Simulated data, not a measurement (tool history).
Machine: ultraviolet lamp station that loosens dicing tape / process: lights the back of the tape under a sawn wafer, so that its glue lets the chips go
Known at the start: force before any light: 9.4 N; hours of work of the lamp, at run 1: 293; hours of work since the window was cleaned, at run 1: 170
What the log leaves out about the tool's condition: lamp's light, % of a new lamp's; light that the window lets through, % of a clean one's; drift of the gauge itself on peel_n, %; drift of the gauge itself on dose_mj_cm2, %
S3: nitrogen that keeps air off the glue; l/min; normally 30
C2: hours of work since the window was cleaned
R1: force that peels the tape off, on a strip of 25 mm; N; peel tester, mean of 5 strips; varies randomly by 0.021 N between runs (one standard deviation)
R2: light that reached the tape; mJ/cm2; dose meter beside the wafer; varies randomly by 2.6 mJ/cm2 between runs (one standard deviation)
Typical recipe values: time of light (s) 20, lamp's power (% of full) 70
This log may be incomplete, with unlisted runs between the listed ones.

run 1 hour=0 | time_of_light_(s)=20 lamp's_power_(%_of_full)=70 S3=30 | hours_of_work_of_the_lamp=293 C2=170 | R1=1.412 R2=267
run 2 hour=14.1 | time_of_light_(s)=20 lamp's_power_(%_of_full)=70 S3=30 | hours_of_work_of_the_lamp=300 C2=177 | R1=1.463 R2=265
run 3 hour=39.9 | time_of_light_(s)=20 lamp's_power_(%_of_full)=70 S3=30 | hours_of_work_of_the_lamp=313 C2=190 | R1=1.521 R2=261
run 4 hour=55 | time_of_light_(s)=20 lamp's_power_(%_of_full)=70 S3=30 | hours_of_work_of_the_lamp=320 C2=197 | R1=1.511 R2=259
run 5 hour=82.7 | time_of_light_(s)=20 lamp's_power_(%_of_full)=70 S3=30 | hours_of_work_of_the_lamp=334 C2=212 | R1=1.529 R2=260
run 6 hour=102.9 | time_of_light_(s)=20 lamp's_power_(%_of_full)=70 S3=30 | hours_of_work_of_the_lamp=345 C2=222 | R1=1.56 R2=259
run 7 hour=134.8 | time_of_light_(s)=20 lamp's_power_(%_of_full)=62 S3=30 | hours_of_work_of_the_lamp=361 C2=238 | R1=1.973 R2=222
-- hour=137.1 window cleaned of glue's vapour
run 8 hour=157.5 | time_of_light_(s)=20 lamp's_power_(%_of_full)=62 S3=30 | hours_of_work_of_the_lamp=372 C2=10 | R1=1.992 R2=216
run 9 hour=182.8 | time_of_light_(s)=39 lamp's_power_(%_of_full)=70 S3=20 | hours_of_work_of_the_lamp=385 C2=23 | R1=0.596 R2=476
run 10 hour=205 | time_of_light_(s)=12 lamp's_power_(%_of_full)=62 S3=38 | hours_of_work_of_the_lamp=396 C2=34 | R1=3.464 R2=127
run 11 hour=219.5 | time_of_light_(s)=22 lamp's_power_(%_of_full)=66 S3=11 | hours_of_work_of_the_lamp=403 C2=42 | R1=2.709 R2=250

Run 12 is up next; what results do you expect?
-- hour=244.2 window cleaned of glue's vapour, once more
run 12 hour=245.7 | time_of_light_(s)=17 lamp's_power_(%_of_full)=61 S3=11 | hours_of_work_of_the_lamp=416 C2=1 | R1=? R2=?

R1: 3.713 N
R2: 187 mJ/cm2
Minus the tool's unlogged condition, the same run would have read R1 2.915 N, R2 238 mJ/cm2.
